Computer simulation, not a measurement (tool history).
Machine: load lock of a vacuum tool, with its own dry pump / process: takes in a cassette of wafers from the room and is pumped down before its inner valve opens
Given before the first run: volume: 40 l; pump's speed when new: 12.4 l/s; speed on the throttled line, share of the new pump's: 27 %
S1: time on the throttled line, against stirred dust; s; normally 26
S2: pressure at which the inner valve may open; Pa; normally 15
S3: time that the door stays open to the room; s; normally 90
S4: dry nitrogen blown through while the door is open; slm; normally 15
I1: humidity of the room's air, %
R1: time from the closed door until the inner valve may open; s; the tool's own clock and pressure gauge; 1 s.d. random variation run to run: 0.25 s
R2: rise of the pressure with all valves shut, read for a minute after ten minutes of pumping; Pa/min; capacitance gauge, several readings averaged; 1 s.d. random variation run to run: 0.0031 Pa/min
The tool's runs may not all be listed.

run,hour,S1,S2,S3,S4,I1,R1,R2
1,0.0,26,15,90,15,43.2,48.2,0.281
2,200.1,26,15,174,15,47.2,48.5,0.326
3,465.6,26,15,174,15,44.2,48.3,0.322
4,657.3,26,15,174,15,43.4,48.2,0.326
5,900.3,26,15,90,15,44.5,48.4,0.301
6,1190.0,26,15,90,15,45.7,48.4,0.307
7,1429.3,26,15,90,15,44.2,48.4,0.320
8,1692.2,26,15,90,15,43.9,48.2,0.324
9,1930.8,26,15,90,15,45.7,48.9,0.331
10,2205.8,26,15,90,15,45.0,48.5,0.339
11,2475.2,26,15,90,15,44.3,48.4,0.336
12,2739.2,26,15,90,15,46.1,48.6,0.351
13,2901.0,13,15,90,15,47.3,39.6,0.352
14,3128.9,13,15,90,15,46.2,39.7,0.366
15,3381.1,13,15,90,15,43.2,39.6,0.369
16,3565.2,13,15,90,15,44.1,39.9,0.371
17,3850.1,13,15,90,15,48.0,39.5,0.387
18,4129.8,26,25,90,15,46.9,47.2,0.391
19,4289.9,26,25,90,15,42.7,47.3,0.394
20,4553.1,26,26,40,15,48.0,46.7,0.372
21,4832.0,17,15,90,15,47.4,42.9,0.416
22,5116.9,26,13,90,15,47.5,49.7,0.427
23,5392.2,26,13,90,15,48.7,49.9,0.434
24,5602.8,37,13,90,23,43.5,57.2,0.421
25,5895.4,14,14,68,13,42.4,40.8,0.434
26,6169.6,14,14,29,16,46.1,40.7,0.422
27,6386.6,14,14,29,16,48.4,41.1,0.437
28,6513.1,20,13,57,16,42.3,45.8,0.451
29,6808.7,20,29,90,15,46.5,43.0,0.079
30,7029.7,20,17,90,17,43.3,44.4,0.070
31,7267.2,26,27,26,15,39.6,46.7,0.039
32,7416.9,26,27,26,15,48.0,47.3,0.045
33,7596.8,20,18,90,33,47.2,44.5,0.057
34,7781.2,26,11,90,14,43.4,51.2,0.076
35,7924.6,26,12,90,5,45.6,50.5,0.098
36,8191.8,26,25,90,12,43.1,47.6,0.084
37,8442.0,26,12,90,8,47.2,50.5,0.104
38,8688.2,19,15,90,28,45.9,45.0,0.071

Withheld: 1 entry from between the runs. Position of each, and hidden state at the listed run before versus the listed run after:
In the gap between runs 28 and 29: door's seal changed, seat wiped (hour 6757.9)
  pump's speed, % of a new pump's: 92.3 -> 92.1; leak at the door's seal, Pa l/s: 0.2643 -> 0.0028
  measured minus no-state result, R1: +2.1 -> +1.9 s; R2: +0.402 -> +0.001 Pa/min

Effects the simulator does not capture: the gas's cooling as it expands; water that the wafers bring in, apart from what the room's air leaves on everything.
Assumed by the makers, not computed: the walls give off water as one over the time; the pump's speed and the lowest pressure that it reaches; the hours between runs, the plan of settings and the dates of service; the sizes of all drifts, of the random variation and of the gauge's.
